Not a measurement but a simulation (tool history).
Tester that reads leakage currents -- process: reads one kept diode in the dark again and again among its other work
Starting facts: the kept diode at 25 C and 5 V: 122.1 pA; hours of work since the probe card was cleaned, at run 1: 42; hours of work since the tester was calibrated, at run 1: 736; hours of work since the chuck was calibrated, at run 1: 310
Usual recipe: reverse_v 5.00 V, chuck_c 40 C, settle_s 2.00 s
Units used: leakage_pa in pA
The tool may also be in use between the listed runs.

run	day	reverse_v	chuck_c	settle_s	hours of work since the probe card was cleaned	hours of work since the tester was calibrated	hours of work since the chuck was calibrated	leakage_pa
1	0.000	5.00	40	2.00	42	736	310	430.10
2	2.362	5.00	40	5.22	77	771	345	427.47
3	4.358	5.00	40	5.22	106	800	374	426.65
4	5.925	5.00	40	5.22	129	824	397	424.62
5	8.475	5.00	40	5.22	167	861	435	427.50
6	10.254	5.00	40	2.00	193	887	461	426.72
7	11.942	5.76	40	2.00	218	912	486	454.55
8	14.388	5.00	40	3.10	254	948	522	429.52
9	17.025	5.00	40	3.10	293	987	561	428.10
10	19.267	5.00	40	3.10	326	1020	594	426.99
11	21.533	5.00	40	2.00	359	1053	627	429.65
12	23.854	5.00	40	4.49	393	1088	661	427.34
13	26.088	5.00	40	4.49	426	1120	694	426.68
14	28.417	5.00	40	4.49	461	1155	728	427.54
15	30.533	5.00	40	4.49	492	1186	760	426.86
16	31.850	11.49	31	0.41	511	1205	779	300.83
17	34.162	11.49	31	0.41	545	1239	813	300.49
18	36.688	4.86	47	7.44	582	1277	850	728.75
# day 38.988: chuck's temperature calibrated
19	39.238	3.82	52	0.86	619	1313	4	958.74
20	40.671	3.37	35	2.28	640	1334	25	240.95
21	42.525	3.37	35	2.28	667	1361	52	240.21
22	44.838	3.37	35	2.28	701	1395	86	241.90
23	47.171	3.37	35	2.28	736	1430	120	242.10
24	48.771	3.37	45	0.74	759	1453	144	535.59
25	50.538	5.01	45	0.74	785	1479	170	633.75

For each entry between runs, how does the tool's hidden state at the last listed run before it compare with that at the first listed run after it?
Run 18 -> run 19: chuck's temperature calibrated (day 38.988)
  true chuck temperature over the reading, C: 0.01 -> 0

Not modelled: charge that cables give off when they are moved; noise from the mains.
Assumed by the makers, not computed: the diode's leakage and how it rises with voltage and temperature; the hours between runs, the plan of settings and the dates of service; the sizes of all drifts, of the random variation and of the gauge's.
